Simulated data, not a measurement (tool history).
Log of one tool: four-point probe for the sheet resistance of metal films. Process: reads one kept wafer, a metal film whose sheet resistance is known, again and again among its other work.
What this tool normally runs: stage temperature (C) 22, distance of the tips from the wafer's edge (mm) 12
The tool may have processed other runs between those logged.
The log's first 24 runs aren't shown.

run,hour,stage temperature (C),distance of the tips from the wafer's edge (mm),sheet resistance as the instrument gives it (ohm/square)
25,875.6,32,11,0.305639
26,917.3,35,12,0.306204
27,950.8,21,36,0.30106
28,985.7,20,67,0.300769
29,1010.2,20,10,0.302242
30,1045,23,21,0.301921
31,1090,33,6,0.30894
32,1132.1,33,12,0.305469
33,1177.7,32,37,0.304131
34,1203.7,32,5,0.310441
35,1248.7,22,11,0.302302
36,1285.8,22,11,0.302523
37,1317.6,23,47,0.30148
38,1354.9,21,7,0.304029
39,1378.4,21,23,0.301138
40,1406.8,31,12,0.304917
41,1448.9,23,52,0.301355
42,1483.9,31,26,0.303846
43,1532.4,18,8,0.302278
44,1580,21,6,0.305063

Branching from run 44: 4 alternative next runs. What would each branch give?
A,1611.6,22,5,?
B,1611.6,30,9,?
C,1611.6,19,4,?
D,1611.6,22,6,?

run,sheet resistance as the instrument gives it (ohm/square)
A,0.307283
B,0.30517
C,0.309783
D,0.305355
What these runs would have given with no unlogged condition in the tool:
run,sheet resistance as the instrument gives it (ohm/square)
A,0.308598
B,0.306472
C,0.31111
D,0.306662
